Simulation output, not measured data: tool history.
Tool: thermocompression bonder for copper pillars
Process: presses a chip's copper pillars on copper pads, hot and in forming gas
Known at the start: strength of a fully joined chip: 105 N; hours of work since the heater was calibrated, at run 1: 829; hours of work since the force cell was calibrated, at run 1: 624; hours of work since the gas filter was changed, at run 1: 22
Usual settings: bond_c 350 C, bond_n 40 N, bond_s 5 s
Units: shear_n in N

run,day,bond_c,bond_n,bond_s,hours of work since the heater was calibrated,hours of work since the force cell was calibrated,hours of work since the gas filter was changed,shear_n
1,0.000,350,40,5,829,624,22,39.6
2,3.700,350,40,5,871,666,64,39.7
3,7.012,350,40,5,909,703,101,39.3
4,10.175,350,40,5,945,739,137,39.0
5,13.858,350,40,5,987,781,179,38.7
# day 16.538: force cell calibrated
6,17.079,350,40,5,1022,6,215,37.4
# day 17.421: forming gas filter changed
7,21.050,366,40,5,1067,51,41,44.3
8,23.875,366,40,5,1100,83,73,44.3
9,27.058,350,24,5,1136,119,110,20.9
10,30.429,350,40,5,1174,158,148,37.5
11,32.350,350,40,5,1196,180,170,37.2
12,34.088,350,40,5,1216,199,189,37.1
# day 36.588: forming gas filter changed
13,37.525,350,40,5,1254,238,11,37.7
14,41.021,350,40,5,1294,278,50,37.6
15,43.683,350,40,5,1324,308,81,37.6
16,45.888,350,40,8,1350,333,106,44.9
17,47.617,350,40,8,1369,353,125,45.1
18,50.504,325,45,11,1402,386,158,43.8
# day 53.454: heater calibrated with a thermocouple chip
19,53.454,346,56,3,0,418,191,46.6
# day 55.825: forming gas filter changed
20,57.292,346,56,3,43,462,17,47.8
21,59.200,340,52,8,65,483,38,58.9
22,62.100,378,40,5,98,516,71,53.2
23,66.262,378,40,5,145,564,119,53.0
24,68.862,378,40,5,175,593,148,52.6
25,71.575,378,40,7,206,624,179,58.8
26,74.692,378,40,7,241,660,214,58.7
# day 75.067: forming gas filter changed
27,77.229,350,28,5,270,688,25,27.7
28,80.475,350,28,5,307,725,62,27.7
29,82.783,328,30,6,333,751,88,25.1
30,84.512,328,30,6,353,771,107,25.1
31,87.471,351,26,6,386,805,141,27.1

3 ways to go on from here, each from the tool as it stands after run 31. What would each give?
# day 88.038: force cell calibrated
A,89.708,367,30,4,411,19,166,?
# day 88.038: force cell calibrated
B,89.708,367,33,5,411,19,166,?
# day 88.038: force cell calibrated
C,89.708,350,55,5,411,19,166,?

run,shear_n
A,31.1
B,37.9
C,55.2
Without the tool's hidden state the same runs would have given:
run,shear_n
A,32.4
B,39.4
C,57.3
